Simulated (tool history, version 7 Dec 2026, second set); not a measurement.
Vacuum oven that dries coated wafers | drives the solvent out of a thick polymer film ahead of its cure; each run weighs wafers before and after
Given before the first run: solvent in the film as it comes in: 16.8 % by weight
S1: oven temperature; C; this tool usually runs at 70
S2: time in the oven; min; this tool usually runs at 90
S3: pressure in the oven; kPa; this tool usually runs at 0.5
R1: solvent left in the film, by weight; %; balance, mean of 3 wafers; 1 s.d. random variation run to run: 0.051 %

run 1 hour=0 | S1=70 S2=90 S3=0.5 | R1=0.93
run 2 hour=36.4 | S1=70 S2=90 S3=0.5 | R1=0.95
run 3 hour=66.9 | S1=70 S2=90 S3=0.5 | R1=1.04
run 4 hour=102.4 | S1=70 S2=90 S3=0.5 | R1=1.01
run 5 hour=132 | S1=70 S2=73 S3=0.5 | R1=1.44
run 6 hour=157 | S1=59 S2=90 S3=0.5 | R1=4.3
run 7 hour=189.3 | S1=59 S2=90 S3=0.5 | R1=4.32
run 8 hour=242.6 | S1=71 S2=124 S3=0.869 | R1=0.78
-- hour=272.6 oven's thermocouples calibrated
run 9 hour=285.2 | S1=70 S2=66 S3=0.532 | R1=1.85
run 10 hour=338.4 | S1=83 S2=63 S3=1.421 | R1=0.63
run 11 hour=364.9 | S1=83 S2=63 S3=1.421 | R1=0.71
run 12 hour=390.2 | S1=69 S2=85 S3=0.299 | R1=1.16
run 13 hour=417.9 | S1=82 S2=90 S3=0.3 | R1=0.19
run 14 hour=450.2 | S1=78 S2=90 S3=0.641 | R1=0.4

Branching from run 14: 5 alternative next runs. What would each branch give?
run A hour=491.2 | S1=70 S2=54 S3=1.051 | R1=?
run B hour=491.2 | S1=78 S2=52 S3=0.641 | R1=?
run C hour=491.2 | S1=64 S2=99 S3=0.277 | R1=?
run D hour=491.2 | S1=70 S2=90 S3=0.663 | R1=?
run E hour=491.2 | S1=70 S2=111 S3=0.5 | R1=?

run=A R1=2.76
run=B R1=0.89
run=C R1=1.85
run=D R1=1.12
run=E R1=0.78
With no hidden state in the tool, these same runs would have given:
run=A R1=2.75
run=B R1=0.89
run=C R1=1.84
run=D R1=1.11
run=E R1=0.77
